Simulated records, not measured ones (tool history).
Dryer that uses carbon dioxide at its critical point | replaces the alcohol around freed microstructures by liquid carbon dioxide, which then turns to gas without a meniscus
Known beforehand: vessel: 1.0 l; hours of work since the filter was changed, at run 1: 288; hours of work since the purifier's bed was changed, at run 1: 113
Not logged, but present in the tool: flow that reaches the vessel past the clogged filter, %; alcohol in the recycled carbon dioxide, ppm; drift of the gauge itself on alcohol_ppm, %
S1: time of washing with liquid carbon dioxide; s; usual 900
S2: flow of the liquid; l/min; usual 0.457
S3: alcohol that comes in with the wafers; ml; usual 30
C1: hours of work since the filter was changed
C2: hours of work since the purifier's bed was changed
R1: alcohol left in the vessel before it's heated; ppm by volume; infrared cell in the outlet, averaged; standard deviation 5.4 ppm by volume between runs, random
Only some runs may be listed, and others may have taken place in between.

run,hour,S1,S2,S3,C1,C2,R1
1,0.0,900,0.457,30,288,113,295
2,7.5,1380,0.457,30,293,118,55
# hour 12.3: inlet filter changed
3,22.9,1380,0.457,30,7,128,33
4,38.4,1380,0.457,30,17,138,42
5,46.9,1380,0.457,30,23,144,42
6,54.9,900,0.457,77,28,149,436
7,64.9,900,0.457,30,35,156,174
8,77.5,900,0.457,30,43,164,180
9,89.9,900,0.457,30,51,172,198

Expected results for the next run?
10,99.7,900,0.457,30,57,178,?

Logged for run 10: R1 188 ppm by volume.
On a tool with no hidden condition, and with the same random variation, this run would have come out at R1 137 ppm by volume.
